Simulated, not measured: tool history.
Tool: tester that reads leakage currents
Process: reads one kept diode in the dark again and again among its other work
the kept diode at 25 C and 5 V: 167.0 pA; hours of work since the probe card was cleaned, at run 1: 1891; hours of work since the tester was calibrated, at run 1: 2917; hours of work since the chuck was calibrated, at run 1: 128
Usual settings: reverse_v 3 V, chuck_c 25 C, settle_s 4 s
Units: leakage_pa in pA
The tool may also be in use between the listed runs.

| run | hour | reverse_v | chuck_c | settle_s | hours of work since the probe card was cleaned | hours of work since the tester was calibrated | hours of work since the chuck was calibrated | leakage_pa |
|---|---|---|---|---|---|---|---|---|
| 1 | 0 | 3 | 25 | 4 | 1891 | 2917 | 128 | 124.18 |
| 2 | 141 | 3 | 25 | 4 | 1970 | 2996 | 207 | 121.45 |
| 3 | 286.7 | 3 | 25 | 4 | 2051 | 3077 | 289 | 119.13 |
| 4 | 421.1 | 3 | 25 | 4 | 2127 | 3153 | 364 | 117.59 |
| 5 | 519.8 | 3 | 25 | 4 | 2182 | 3208 | 419 | 116.14 |
| 6 | 613.4 | 3 | 25 | 4 | 2234 | 3260 | 472 | 115.21 |
| 7 | 708.3 | 3 | 25 | 4 | 2287 | 3313 | 525 | 113.49 |
| 8 | 880 | 3 | 25 | 4 | 2383 | 3409 | 621 | 110.86 |
| 9 | 983.7 | 9.17 | 25 | 4 | 2442 | 3468 | 679 | 200.99 |
|  | 1008.7 | chuck's temperature calibrated |
| 10 | 1117.6 | 9.17 | 25 | 4 | 2515 | 3541 | 61 | 233.6 |
| 11 | 1228.9 | 9.17 | 55 | 4 | 2578 | 3604 | 123 | 3115.56 |
| 12 | 1378.3 | 9.17 | 55 | 4 | 2661 | 3687 | 207 | 3078.2 |
| 13 | 1534.8 | 3 | 25 | 4 | 2749 | 3775 | 295 | 120.51 |
| 14 | 1667.1 | 3 | 25 | 4 | 2823 | 3849 | 369 | 119.18 |
| 15 | 1785.8 | 3 | 25 | 4 | 2890 | 3916 | 435 | 118.1 |
| 16 | 1933.5 | 3 | 25 | 4 | 2972 | 3998 | 518 | 115.34 |
| 17 | 2071.5 | 3 | 25 | 4 | 3050 | 4076 | 595 | 113.96 |
| 18 | 2154.4 | 3 | 31 | 4 | 3096 | 4122 | 642 | 197.71 |
|  | 2246.8 | chuck's temperature calibrated |
| 19 | 2277.9 | 3 | 31 | 4 | 3164 | 4190 | 17 | 229.52 |
| 20 | 2364.9 | 3 | 21 | 4 | 3213 | 4239 | 66 | 88.77 |
|  | 2503.4 | probe card cleaned and baked |
| 21 | 2539 | 6.62 | 25 | 0.51 | 20 | 4335 | 162 | 195.41 |
| 22 | 2686.1 | 6.62 | 25 | 0.51 | 102 | 4417 | 244 | 193.18 |
| 23 | 2859 | 6.62 | 25 | 0.51 | 199 | 4514 | 341 | 188.78 |
| 24 | 3004.1 | 9.09 | 36 | 9.87 | 280 | 4595 | 422 | 598.61 |
| 25 | 3087.2 | 12.26 | 36 | 1.85 | 327 | 4641 | 469 | 695.97 |
| 26 | 3251.2 | 12.26 | 36 | 1.85 | 419 | 4733 | 561 | 684.02 |
| 27 | 3356 | 3.3 | 35 | 0.3 | 477 | 4792 | 619 | 310.3 |
| 28 | 3446.7 | 1.24 | 51 | 1 | 528 | 4843 | 670 | 719.77 |
|  | 3490.7 | chuck's temperature calibrated |
| 29 | 3571.8 | 2.17 | 36 | 1.89 | 597 | 4912 | 45 | 302.09 |
| 30 | 3705.6 | 3 | 28 | 4 | 672 | 4987 | 120 | 170.36 |
| 31 | 3809.4 | 3 | 28 | 4 | 730 | 5045 | 178 | 167.17 |
| 32 | 3932.1 | 1.55 | 33 | 6.93 | 799 | 5113 | 247 | 184.39 |
| 33 | 4041.3 | 1.55 | 33 | 6.93 | 860 | 5175 | 308 | 184.15 |
| 34 | 4148 | 1.55 | 33 | 6.93 | 920 | 5234 | 368 | 181.15 |
| 35 | 4318.2 | 1.55 | 33 | 6.93 | 1015 | 5330 | 463 | 177.59 |
| 36 | 4425.6 | 4.78 | 37 | 4 | 1075 | 5390 | 523 | 458.68 |

The next listed run, before its measurement:
| 37 | 4577.7 | 3 | 28 | 4.59 | 1160 | 5475 | 609 | ? |

{"run 37": {"leakage_pa": 153.88}}
Without the tool's hidden state the same run would have given leakage_pa 170.26 pA.

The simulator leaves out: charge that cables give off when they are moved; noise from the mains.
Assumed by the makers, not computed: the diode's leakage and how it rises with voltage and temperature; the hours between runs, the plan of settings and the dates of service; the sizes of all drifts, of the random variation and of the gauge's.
